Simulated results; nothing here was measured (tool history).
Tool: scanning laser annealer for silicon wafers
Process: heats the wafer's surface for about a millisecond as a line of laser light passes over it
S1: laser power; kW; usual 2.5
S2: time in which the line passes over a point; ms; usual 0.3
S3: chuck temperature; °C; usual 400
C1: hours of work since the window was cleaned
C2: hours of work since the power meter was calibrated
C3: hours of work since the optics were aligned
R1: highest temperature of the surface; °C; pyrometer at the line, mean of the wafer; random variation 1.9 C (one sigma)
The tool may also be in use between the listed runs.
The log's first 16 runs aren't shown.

Run 17, hour 659.2: usual settings but S1 2.147 kW; C1 34; C2 531; C3 847. Result: R1 1110 °C.
Run 18, hour 711.1: usual settings but S1 2.147 kW; C1 65; C2 562; C3 877. Result: R1 1114 °C.
Run 19, hour 749.3: usual settings; C1 87; C2 584; C3 900. Result: R1 1238 °C.
Run 20, hour 785.2: usual settings; C1 108; C2 605; C3 921. Result: R1 1238 °C.
Run 21, hour 811.8: usual settings; C1 124; C2 621; C3 937. Result: R1 1236 °C.
Run 22, hour 864.4: usual settings; C1 155; C2 652; C3 968. Result: R1 1234 °C.
Run 23, hour 896.4: usual settings but S1 2.485 kW, S2 0.229 ms, S3 422 °C; C1 174; C2 671; C3 986. Result: R1 1134 °C.
Run 24, hour 944.6: usual settings but S1 2.507 kW, S3 421 °C; C1 202; C2 699; C3 1015. Result: R1 1264 °C.
At hour 964.8: optics aligned, line set to its width.
Run 25, hour 1007: usual settings but S1 2.507 kW, S3 421 °C; C1 236; C2 733; C3 25. Result: R1 1259 °C.
Run 26, hour 1047.3: usual settings but S1 2.681 kW, S2 0.352 ms, S3 432 °C; C1 259; C2 756; C3 48. Result: R1 1422 °C.
Run 27, hour 1074.7: usual settings but S1 2.681 kW, S2 0.352 ms, S3 432 °C; C1 275; C2 772; C3 65. Result: R1 1418 °C.
Run 28, hour 1129.2: usual settings but S1 2.231 kW, S2 0.373 ms, S3 365 °C; C1 307; C2 804; C3 97. Result: R1 1210 °C.
Run 29, hour 1163.3: usual settings but S1 2.295 kW, S2 0.373 ms, S3 365 °C; C1 327; C2 824; C3 117. Result: R1 1232 °C.
Run 30, hour 1198.8: usual settings but S1 2.502 kW, S2 0.325 ms, S3 429 °C; C1 348; C2 845; C3 137. Result: R1 1312 °C.
Run 31, hour 1222.4: usual settings but S1 2.502 kW, S2 0.325 ms, S3 429 °C; C1 362; C2 859; C3 151. Result: R1 1309 °C.
Run 32, hour 1264.7: usual settings but S1 2.394 kW, S2 0.293 ms, S3 405 °C; C1 387; C2 884; C3 176. Result: R1 1195 °C.
Run 33, hour 1307.1: usual settings but S1 2.742 kW, S2 0.248 ms, S3 377 °C; C1 412; C2 909; C3 201. Result: R1 1204 °C.
Run 34, hour 1331.4: usual settings but S1 2.742 kW, S2 0.248 ms, S3 377 °C; C1 426; C2 923; C3 215. Result: R1 1204 °C.
Run 35, hour 1364.7: usual settings but S2 0.379 ms, S3 379 °C; C1 446; C2 943; C3 235. Result: R1 1339 °C.
Run 36, hour 1394.1: usual settings but S2 0.379 ms, S3 379 °C; C1 463; C2 960; C3 252. Result: R1 1335 °C.
Run 37, hour 1449.8: usual settings but S1 2.437 kW, S2 0.218 ms, S3 393 °C; C1 496; C2 993; C3 285. Result: R1 1069 °C.
At hour 1454.3: window over the wafer cleaned.
Run 38, hour 1495: usual settings but S1 2.437 kW, S2 0.218 ms, S3 393 °C; C1 24; C2 1018; C3 310. Result: R1 1068 °C.
Run 39, hour 1546: usual settings but S1 2.276 kW, S2 0.274 ms, S3 419 °C; C1 54; C2 1048; C3 340. Result: R1 1136 °C.
Run 40, hour 1572.3: usual settings but S1 2.47 kW, S2 0.287 ms, S3 402 °C; C1 69; C2 1063; C3 356. Result: R1 1203 °C.

Forecast each of these 3 alternatives for the next run:
Run A, hour 1609: usual settings but S1 2.244 kW, S3 387 °C; C1 91; C2 1085; C3 377. Result: R1 ?.
Run B, hour 1609: usual settings but S1 2.363 kW, S2 0.213 ms, S3 385 °C; C1 91; C2 1085; C3 377. Result: R1 ?.
Run C, hour 1609: usual settings but S1 2.42 kW, S3 422 °C; C1 91; C2 1085; C3 377. Result: R1 ?.

run    R1
  A  1132
  B  1031
  C  1231
Without the tool's hidden state the same runs would have given:
run    R1
  A  1132
  B  1032
  C  1232
